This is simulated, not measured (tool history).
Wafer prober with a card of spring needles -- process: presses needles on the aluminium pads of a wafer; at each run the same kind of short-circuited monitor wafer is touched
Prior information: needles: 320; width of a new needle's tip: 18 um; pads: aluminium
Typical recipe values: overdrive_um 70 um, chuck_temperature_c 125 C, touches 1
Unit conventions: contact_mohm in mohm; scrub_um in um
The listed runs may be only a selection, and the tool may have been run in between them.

Run 1, hour 0.0: usual settings. Result: contact_mohm 285 mohm, scrub_um 9.66 um.
At hour 2.3: tips cleaned on abrasive film.
At hour 13.4: tips cleaned on abrasive film.
At hour 20.3: height of the first contact set anew.
At hour 24.8: tips cleaned on abrasive film.
At hour 36.0: tips cleaned on abrasive film.
At hour 45.6: tips cleaned on abrasive film.
Run 2, hour 45.6: usual settings. Result: contact_mohm 286 mohm, scrub_um 9.71 um.
At hour 56.7: tips cleaned on abrasive film.
At hour 67.9: tips cleaned on abrasive film.
At hour 79.0: tips cleaned on abrasive film.
At hour 88.0: tips cleaned on abrasive film.
Run 3, hour 88.0: usual settings but chuck_temperature_c 80 C. Result: contact_mohm 270 mohm, scrub_um 9.71 um.
At hour 99.1: tips cleaned on abrasive film.
At hour 110.2: tips cleaned on abrasive film.
At hour 119.1: tips cleaned on abrasive film.
At hour 130.2: tips cleaned on abrasive film.
At hour 141.4: tips cleaned on abrasive film.
Run 4, hour 142.3: usual settings. Result: contact_mohm 285 mohm, scrub_um 9.74 um.
At hour 151.2: tips cleaned on abrasive film.
At hour 153.7: height of the first contact set anew.
At hour 162.6: tips cleaned on abrasive film.
At hour 173.7: tips cleaned on abrasive film.
At hour 184.9: tips cleaned on abrasive film.
At hour 193.8: tips cleaned on abrasive film.
Run 5, hour 198.6: usual settings but chuck_temperature_c 67 C. Result: contact_mohm 268 mohm, scrub_um 9.73 um.
At hour 203.1: tips cleaned on abrasive film.
At hour 214.2: tips cleaned on abrasive film.
At hour 223.2: tips cleaned on abrasive film.
At hour 234.3: tips cleaned on abrasive film.
Run 6, hour 238.7: usual settings but chuck_temperature_c 67 C. Result: contact_mohm 274 mohm, scrub_um 9.74 um.
At hour 243.2: tips cleaned on abrasive film.
At hour 254.4: tips cleaned on abrasive film.
At hour 265.5: tips cleaned on abrasive film.
At hour 276.6: tips cleaned on abrasive film.
At hour 285.7: height of the first contact set anew.
At hour 288.0: tips cleaned on abrasive film.
Run 7, hour 295.0: usual settings but chuck_temperature_c 67 C, touches 3. Result: contact_mohm 270 mohm, scrub_um 9.75 um.
At hour 297.3: tips cleaned on abrasive film.
At hour 306.2: tips cleaned on abrasive film.
At hour 317.4: tips cleaned on abrasive film.
At hour 328.5: tips cleaned on abrasive film.
At hour 337.4: tips cleaned on abrasive film.
Run 8, hour 343.9: usual settings but chuck_temperature_c 67 C, touches 3. Result: contact_mohm 269 mohm, scrub_um 9.77 um.
At hour 348.4: tips cleaned on abrasive film.
At hour 359.5: tips cleaned on abrasive film.
At hour 370.6: tips cleaned on abrasive film.
At hour 379.5: tips cleaned on abrasive film.
At hour 390.7: tips cleaned on abrasive film.
Run 9, hour 394.9: usual settings but chuck_temperature_c 67 C, touches 3. Result: contact_mohm 268 mohm, scrub_um 9.78 um.
At hour 401.7: tips cleaned on abrasive film.
At hour 410.6: tips cleaned on abrasive film.
At hour 417.5: height of the first contact set anew.
At hour 422.0: tips cleaned on abrasive film.
At hour 433.1: tips cleaned on abrasive film.
Run 10, hour 440.4: usual settings but chuck_temperature_c 67 C, touches 3. Result: contact_mohm 268 mohm, scrub_um 9.78 um.
At hour 442.7: tips cleaned on abrasive film.
At hour 453.9: tips cleaned on abrasive film.
At hour 465.0: tips cleaned on abrasive film.
At hour 475.5: tips cleaned on abrasive film.
Run 11, hour 475.5: usual settings but chuck_temperature_c 67 C, touches 3. Result: contact_mohm 267 mohm, scrub_um 9.79 um.
At hour 486.6: tips cleaned on abrasive film.
At hour 495.5: tips cleaned on abrasive film.
At hour 506.6: tips cleaned on abrasive film.
Run 12, hour 507.8: usual settings but chuck_temperature_c 67 C, touches 3. Result: contact_mohm 272 mohm, scrub_um 9.78 um.
At hour 516.8: tips cleaned on abrasive film.
At hour 525.7: tips cleaned on abrasive film.
Run 13, hour 531.8: usual settings but chuck_temperature_c 67 C, touches 3. Result: contact_mohm 269 mohm, scrub_um 9.79 um.
At hour 536.3: tips cleaned on abrasive film.
At hour 547.5: tips cleaned on abrasive film.
At hour 550.0: height of the first contact set anew.
At hour 557.4: tips cleaned on abrasive film.
Run 14, hour 557.4: usual settings but overdrive_um 68 um, chuck_temperature_c 89 C, touches 2. Result: contact_mohm 274 mohm, scrub_um 9.53 um.
At hour 568.5: tips cleaned on abrasive film.
At hour 577.5: tips cleaned on abrasive film.
At hour 588.6: tips cleaned on abrasive film.
At hour 599.7: tips cleaned on abrasive film.
Run 15, hour 605.2: usual settings but overdrive_um 68 um, chuck_temperature_c 89 C, touches 2. Result: contact_mohm 274 mohm, scrub_um 9.53 um.
At hour 609.7: tips cleaned on abrasive film.
At hour 618.6: tips cleaned on abrasive film.
At hour 629.7: tips cleaned on abrasive film.
At hour 638.6: tips cleaned on abrasive film.
At hour 649.8: tips cleaned on abrasive film.
Run 16, hour 652.4: usual settings but overdrive_um 68 um, chuck_temperature_c 89 C, touches 2. Result: contact_mohm 273 mohm, scrub_um 9.55 um.
At hour 659.1: tips cleaned on abrasive film.
At hour 670.3: tips cleaned on abrasive film.
At hour 679.2: tips cleaned on abrasive film.
At hour 683.9: height of the first contact set anew.
At hour 690.6: tips cleaned on abrasive film.
Run 17, hour 690.7: usual settings but overdrive_um 51 um, chuck_temperature_c 39 C. Result: contact_mohm 266 mohm, scrub_um 7.17 um.
At hour 699.6: tips cleaned on abrasive film.
At hour 710.7: tips cleaned on abrasive film.
Run 18, hour 717.6: usual settings but chuck_temperature_c 53 C. Result: contact_mohm 264 mohm, scrub_um 9.83 um.
At hour 719.9: tips cleaned on abrasive film.
At hour 731.1: tips cleaned on abrasive film.
At hour 740.0: tips cleaned on abrasive film.
At hour 751.1: tips cleaned on abrasive film.
At hour 761.6: tips cleaned on abrasive film.
Run 19, hour 761.6: usual settings but chuck_temperature_c 53 C. Result: contact_mohm 263 mohm, scrub_um 9.84 um.
At hour 770.5: tips cleaned on abrasive film.
At hour 781.7: tips cleaned on abrasive film.
At hour 792.8: tips cleaned on abrasive film.
At hour 803.9: tips cleaned on abrasive film.
Run 20, hour 807.0: usual settings but overdrive_um 78 um, chuck_temperature_c 70 C. Result: contact_mohm 269 mohm, scrub_um 10.99 um.
At hour 813.7: tips cleaned on abrasive film.
At hour 816.2: height of the first contact set anew.
At hour 825.1: tips cleaned on abrasive film.
At hour 834.0: tips cleaned on abrasive film.
At hour 845.1: tips cleaned on abrasive film.
At hour 856.3: tips cleaned on abrasive film.
Run 21, hour 864.4: usual settings but chuck_temperature_c 93 C, touches 2. Result: contact_mohm 274 mohm, scrub_um 9.85 um.
At hour 866.7: tips cleaned on abrasive film.
At hour 877.8: tips cleaned on abrasive film.
At hour 888.9: tips cleaned on abrasive film.
At hour 900.1: tips cleaned on abrasive film.
At hour 910.8: tips cleaned on abrasive film.
Run 22, hour 910.8: usual settings but overdrive_um 69 um, chuck_temperature_c 93 C, touches 2. Result: contact_mohm 279 mohm, scrub_um 9.73 um.
At hour 922.0: tips cleaned on abrasive film.
At hour 930.9: tips cleaned on abrasive film.
At hour 942.0: tips cleaned on abrasive film.
At hour 948.9: height of the first contact set anew.
At hour 953.4: tips cleaned on abrasive film.
At hour 964.5: tips cleaned on abrasive film.
Run 23, hour 970.7: usual settings but overdrive_um 60 um, chuck_temperature_c 64 C, touches 2. Result: contact_mohm 269 mohm, scrub_um 8.49 um.
At hour 975.2: tips cleaned on abrasive film.
At hour 984.2: tips cleaned on abrasive film.
At hour 995.3: tips cleaned on abrasive film.
At hour 1006.4: tips cleaned on abrasive film.
Run 24, hour 1010.4: usual settings but overdrive_um 57 um, chuck_temperature_c 95 C. Result: contact_mohm 276 mohm, scrub_um 8.05 um.

Alternative continuations, all from the tool just after run 24; predict every row:
At hour 1017.1: tips cleaned on abrasive film.
At hour 1028.2: tips cleaned on abrasive film.
At hour 1039.4: tips cleaned on abrasive film.
Run A, hour 1047.4: usual settings but overdrive_um 53 um, chuck_temperature_c 97 C, touches 3. Result: contact_mohm ?, scrub_um ?.
At hour 1017.1: tips cleaned on abrasive film.
At hour 1028.2: tips cleaned on abrasive film.
At hour 1039.4: tips cleaned on abrasive film.
Run B, hour 1047.4: usual settings but overdrive_um 66 um, chuck_temperature_c 91 C, touches 2. Result: contact_mohm ?, scrub_um ?.
At hour 1017.1: tips cleaned on abrasive film.
At hour 1028.2: tips cleaned on abrasive film.
At hour 1039.4: tips cleaned on abrasive film.
Run C, hour 1047.4: usual settings but overdrive_um 57 um, chuck_temperature_c 95 C, touches 2. Result: contact_mohm ?, scrub_um ?.
At hour 1017.1: tips cleaned on abrasive film.
At hour 1028.2: tips cleaned on abrasive film.
At hour 1039.4: tips cleaned on abrasive film.
Run D, hour 1047.4: usual settings but overdrive_um 57 um, chuck_temperature_c 95 C. Result: contact_mohm ?, scrub_um ?.
At hour 1017.1: tips cleaned on abrasive film.
At hour 1028.2: tips cleaned on abrasive film.
At hour 1039.4: tips cleaned on abrasive film.
Run E, hour 1047.4: usual settings but overdrive_um 72 um. Result: contact_mohm ?, scrub_um ?.

run  contact_mohm  scrub_um
  A           279      7.48
  B           273      9.35
  C           282      8.08
  D           282      8.05
  E           285     10.20
What these runs would have given with no unlogged condition in the tool:
run  contact_mohm  scrub_um
  A           279      7.33
  B           272      9.15
  C           281      7.92
  D           280      7.89
  E           284      9.98
